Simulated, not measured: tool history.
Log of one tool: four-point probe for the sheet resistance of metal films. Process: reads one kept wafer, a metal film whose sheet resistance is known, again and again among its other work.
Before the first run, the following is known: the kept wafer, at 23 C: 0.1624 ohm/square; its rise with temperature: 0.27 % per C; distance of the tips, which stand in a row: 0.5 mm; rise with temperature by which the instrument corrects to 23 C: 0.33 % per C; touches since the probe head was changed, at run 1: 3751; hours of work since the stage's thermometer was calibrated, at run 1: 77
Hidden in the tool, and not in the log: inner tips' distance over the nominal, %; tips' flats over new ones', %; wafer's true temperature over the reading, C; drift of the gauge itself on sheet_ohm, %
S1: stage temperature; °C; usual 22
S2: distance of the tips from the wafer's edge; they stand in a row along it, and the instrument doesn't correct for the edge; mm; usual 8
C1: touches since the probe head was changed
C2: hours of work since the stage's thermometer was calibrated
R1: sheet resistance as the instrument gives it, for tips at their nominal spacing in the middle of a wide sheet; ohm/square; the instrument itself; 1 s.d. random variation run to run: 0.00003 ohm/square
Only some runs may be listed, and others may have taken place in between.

| run | hour | S1 | S2 | C1 | C2 | R1 |
|---|---|---|---|---|---|---|
| 1 | 0.0 | 22 | 8 | 3751 | 77 | 0.162637 |
| 2 | 44.5 | 22 | 8 | 5048 | 104 | 0.162723 |
| 3 | 87.3 | 22 | 37 | 6294 | 129 | 0.162416 |
| 4 | 143.6 | 22 | 37 | 7933 | 163 | 0.162439 |
| 5 | 190.4 | 22 | 37 | 9296 | 191 | 0.162375 |
| 6 | 231.9 | 22 | 37 | 10505 | 216 | 0.162417 |
| 7 | 300.6 | 22 | 8 | 12504 | 257 | 0.162819 |
| 8 | 356.0 | 22 | 8 | 14119 | 290 | 0.162811 |
| 9 | 396.7 | 22 | 8 | 15303 | 315 | 0.162767 |
| 10 | 444.5 | 22 | 8 | 16695 | 343 | 0.162747 |
| 11 | 504.1 | 22 | 8 | 18430 | 379 | 0.162787 |
| 12 | 566.4 | 22 | 8 | 20246 | 416 | 0.162802 |
|  | 570.7 | stage's thermometer calibrated |
| 13 | 603.3 | 22 | 18 | 21306 | 20 | 0.162547 |
| 14 | 666.1 | 22 | 18 | 23134 | 57 | 0.162551 |
| 15 | 711.1 | 22 | 18 | 24445 | 84 | 0.162538 |
| 16 | 744.9 | 22 | 39 | 25429 | 104 | 0.162511 |
| 17 | 798.7 | 22 | 39 | 26995 | 136 | 0.162495 |
| 18 | 835.5 | 22 | 39 | 28066 | 159 | 0.162511 |
| 19 | 897.6 | 33 | 31 | 29877 | 196 | 0.161508 |
|  | 934.5 | stage's thermometer calibrated, once more |
| 20 | 946.0 | 33 | 31 | 31269 | 7 | 0.161546 |
| 21 | 984.8 | 33 | 31 | 32401 | 30 | 0.161485 |
| 22 | 1015.1 | 21 | 11 | 33281 | 48 | 0.162911 |
| 23 | 1068.4 | 19 | 9 | 34836 | 80 | 0.163258 |
| 24 | 1114.6 | 22 | 49 | 36179 | 108 | 0.162629 |
| 25 | 1181.7 | 22 | 51 | 38133 | 148 | 0.162631 |
| 26 | 1243.8 | 22 | 51 | 39944 | 185 | 0.162659 |
| 27 | 1310.6 | 24 | 59 | 41887 | 225 | 0.162406 |
| 28 | 1361.4 | 22 | 29 | 43366 | 256 | 0.162724 |
| 29 | 1399.9 | 24 | 67 | 44488 | 279 | 0.162467 |
| 30 | 1440.9 | 26 | 12 | 45682 | 303 | 0.162476 |
| 31 | 1489.6 | 26 | 12 | 47101 | 332 | 0.162492 |
| 32 | 1551.4 | 33 | 12 | 48899 | 369 | 0.161759 |
| 33 | 1619.4 | 33 | 12 | 50881 | 410 | 0.161827 |
| 34 | 1668.3 | 31 | 40 | 52304 | 439 | 0.161830 |
| 35 | 1731.4 | 24 | 3 | 54142 | 477 | 0.164999 |
| 36 | 1797.7 | 33 | 44 | 56072 | 517 | 0.161689 |

4 options for the next run, each taken on its own from the tool as it stands now. Forecast them:
| A | 1851.1 | 28 | 20 | 57626 | 549 | ? |
| B | 1851.1 | 26 | 44 | 57626 | 549 | ? |
| C | 1851.1 | 21 | 42 | 57626 | 549 | ? |
| D | 1851.1 | 22 | 4 | 57626 | 549 | ? |

| run | R1 |
|---|---|
| A | 0.162163 |
| B | 0.162404 |
| C | 0.162897 |
| D | 0.164126 |
Had the tool no hidden state, the same runs would have come out as:
| run | R1 |
|---|---|
| A | 0.161894 |
| B | 0.162134 |
| C | 0.162626 |
| D | 0.163854 |
